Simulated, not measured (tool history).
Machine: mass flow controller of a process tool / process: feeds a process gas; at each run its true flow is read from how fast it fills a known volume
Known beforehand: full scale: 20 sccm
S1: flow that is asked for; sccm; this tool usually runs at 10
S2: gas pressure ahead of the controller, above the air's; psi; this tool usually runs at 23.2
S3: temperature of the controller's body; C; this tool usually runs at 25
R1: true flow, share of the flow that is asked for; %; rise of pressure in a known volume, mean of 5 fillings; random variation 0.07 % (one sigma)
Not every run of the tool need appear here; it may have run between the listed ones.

run    hour  S1    S2  S3     R1
  1     0.0  10  23.2  25  95.45
  2    60.5  10  23.2  25  95.59
  3   131.3  10  23.2  25  95.41
  4   215.8  15  23.2  25  96.51
  5   255.9   4  23.2  25  92.96
  6   328.8   4  23.2  25  92.96
  7   408.1   4  23.2  25  92.71
  8   457.2   4  23.2  25  92.78
  9   538.6  10  23.2  20  94.65
 10   604.5  10  23.2  20  94.67
 11   647.4  10  23.2  20  94.61
 12   732.0  10  23.2  32  96.08
 13   826.4  10  23.2  32  95.92
 14   910.9  10  23.2  25  95.18
 15   990.9  10  37.1  25  94.52
 16  1056.5  10  37.1  25  94.53
 17  1114.9  10  23.2  25  94.87
 18  1194.6  12  23.2  25  95.42
 19  1250.0  12  23.2  40  97.10
 20  1332.2   3  23.2  25  90.94
 21  1427.5   3  23.2  25  90.92
 22  1510.8  10  23.6  25  94.73
 23  1605.4  10  23.6  25  94.71
 24  1694.1  10  23.6  25  94.60
 25  1775.7   5  23.2  24  92.46
 26  1847.4   4  24.5  25  91.80
 27  1917.0   3  35.1  21  89.69
 28  1968.8   9  38.1  30  94.52
 29  2061.1   5  26.0  25  92.41
 30  2104.6   5  26.0  25  92.30
 31  2154.7   4  22.0  25  91.50
 32  2211.6   3  34.1  29  90.59
 33  2285.6   3  34.1  29  90.38
 34  2330.7   3  34.1  36  91.24
 35  2396.8   6  32.9  28  92.90
 36  2465.0   6  21.5  28  93.07
 37  2519.4   6  21.5  28  93.15
 38  2608.9  10  38.4  25  93.88
 39  2677.0  10  22.0  25  94.28
 40  2735.0  10  22.0  33  94.96
 41  2783.5  10  23.2  20  93.64
 42  2874.1  10  34.1  30  94.46
 43  2954.5  10  34.1  30  94.49
 44  3042.9  10  34.1  30  94.39
 45  3088.4  11  23.2  25  94.30
 46  3169.8  11  40.2  25  93.88
 47  3256.0  11  40.2  25  93.77
 48  3337.4  11  40.2  25  93.80

What if the next run were any one of these 4? Each begins from the tool's condition after run 48:
  A  3392.9  10  27.6  24   ?
  B  3392.9   9  37.6  34   ?
  C  3392.9  11  31.8  25   ?
  D  3392.9  10  23.2  31   ?

run     R1
  A  93.52
  B  94.13
  C  94.09
  D  94.57
Take away the tool's hidden state, keep each run's random variation, and the runs would have read:
run     R1
  A  98.20
  B  98.97
  C  98.63
  D  99.25
